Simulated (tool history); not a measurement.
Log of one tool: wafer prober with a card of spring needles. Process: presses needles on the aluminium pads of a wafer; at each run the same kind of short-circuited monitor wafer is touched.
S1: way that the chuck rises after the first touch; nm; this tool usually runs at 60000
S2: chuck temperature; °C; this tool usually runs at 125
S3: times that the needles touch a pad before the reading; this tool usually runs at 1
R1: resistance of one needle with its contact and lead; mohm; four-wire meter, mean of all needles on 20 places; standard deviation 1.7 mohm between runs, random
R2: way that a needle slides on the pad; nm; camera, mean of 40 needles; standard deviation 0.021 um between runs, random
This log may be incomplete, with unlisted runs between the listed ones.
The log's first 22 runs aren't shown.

run,hour,S1,S2,S3,R1,R2
# hour 367.7: tips cleaned on abrasive film
# hour 379.8: tips cleaned on abrasive film
23,382.6,41000,39,1,164,6210
# hour 392.1: tips cleaned on abrasive film
# hour 404.3: tips cleaned on abrasive film
24,405.1,41000,39,1,167,6190
# hour 415.4: tips cleaned on abrasive film
25,421.0,54000,45,1,158,8160
# hour 426.9: tips cleaned on abrasive film
26,437.1,60000,125,2,168,9090
# hour 438.2: tips cleaned on abrasive film
# hour 440.9: height of the first contact set anew
# hour 450.1: tips cleaned on abrasive film
27,450.1,60000,125,2,169,9050
# hour 461.2: tips cleaned on abrasive film
28,461.9,60000,44,1,158,9070
# hour 473.3: tips cleaned on abrasive film
29,480.3,76000,54,2,154,11460
# hour 485.7: tips cleaned on abrasive film
# hour 496.8: tips cleaned on abrasive film
30,499.1,71000,123,2,167,10730
# hour 509.4: tips cleaned on abrasive film
31,517.3,71000,123,2,165,10660
# hour 520.6: tips cleaned on abrasive film
# hour 533.0: tips cleaned on abrasive film
32,542.8,71000,123,2,168,10630

4 options for the next run, each taken on its own from the tool as it stands now. Forecast them:
# hour 546.2: tips cleaned on abrasive film
A,553.9,60000,53,1,?,?
# hour 546.2: tips cleaned on abrasive film
B,553.9,71000,65,2,?,?
# hour 546.2: tips cleaned on abrasive film
C,553.9,60000,122,1,?,?
# hour 546.2: tips cleaned on abrasive film
D,553.9,75000,123,2,?,?

run,R1,R2
A,158,8940
B,156,10600
C,172,8990
D,165,11250
Take away the tool's hidden state, keep each run's random variation, and the runs would have read:
run,R1,R2
A,157,9090
B,155,10780
C,172,9140
D,165,11430
